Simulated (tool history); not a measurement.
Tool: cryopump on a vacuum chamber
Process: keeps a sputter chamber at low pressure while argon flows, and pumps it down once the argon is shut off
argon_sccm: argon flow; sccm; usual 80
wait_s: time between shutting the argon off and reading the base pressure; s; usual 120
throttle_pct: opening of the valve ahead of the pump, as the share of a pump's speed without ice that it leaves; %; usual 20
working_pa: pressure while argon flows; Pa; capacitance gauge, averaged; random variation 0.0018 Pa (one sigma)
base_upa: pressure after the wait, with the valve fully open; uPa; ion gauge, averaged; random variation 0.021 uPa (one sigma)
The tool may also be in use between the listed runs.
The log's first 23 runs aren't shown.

run     day  argon_sccm  wait_s  throttle_pct  hours of work since the pump was warmed up and emptied  hours of work since the cold head was overhauled  hours of work since the chamber's fittings were tightened  working_pa  base_upa
 24  26.696          82      60            15                                                     701                                               701                                                        858      0.6148      1.06
 25  28.242          82      38            48                                                     720                                               720                                                        877      0.2102      1.31
 26  28.996          82      38            48                                                     730                                               730                                                        887      0.2109      1.29
 27  30.021          82      38            48                                                     743                                               743                                                        900      0.2118      1.38
 28  30.704          62      79            18                                                     751                                               751                                                        908      0.3928      1.03
 29  31.575          62      79            18                                                     762                                               762                                                        919      0.3955      1.00
 30  33.046          73     287            55                                                     780                                               780                                                        937      0.1692      0.86
 31  34.558          55      24            33                                                     799                                               799                                                        956      0.1997      1.73
 32  35.946          98      74            20                                                     817                                               817                                                        974      0.5649      1.09
 33  37.512          44     182            35                                                     836                                               836                                                        993      0.1523      0.97
 34  38.396          44     119            38                                                     847                                               847                                                       1004      0.1421      1.03

Forecast each of these 4 alternatives for the next run:
  A  39.821          44      76            42                                                     865                                               865                                                       1022           ?         ?
  B  39.821          80     100            33                                                     865                                               865                                                       1022           ?         ?
  C  39.821          44     119            16                                                     865                                               865                                                       1022           ?         ?
  D  39.821          91     289            20                                                     865                                               865                                                       1022           ?         ?

run  working_pa  base_upa
  A      0.1307      1.11
  B      0.2919      1.06
  C      0.3161      1.01
  D      0.5267      0.90
Without the tool's hidden state the same runs would have given:
run  working_pa  base_upa
  A      0.1143      0.50
  B      0.2623      0.42
  C      0.2998      0.40
  D      0.4931      0.28
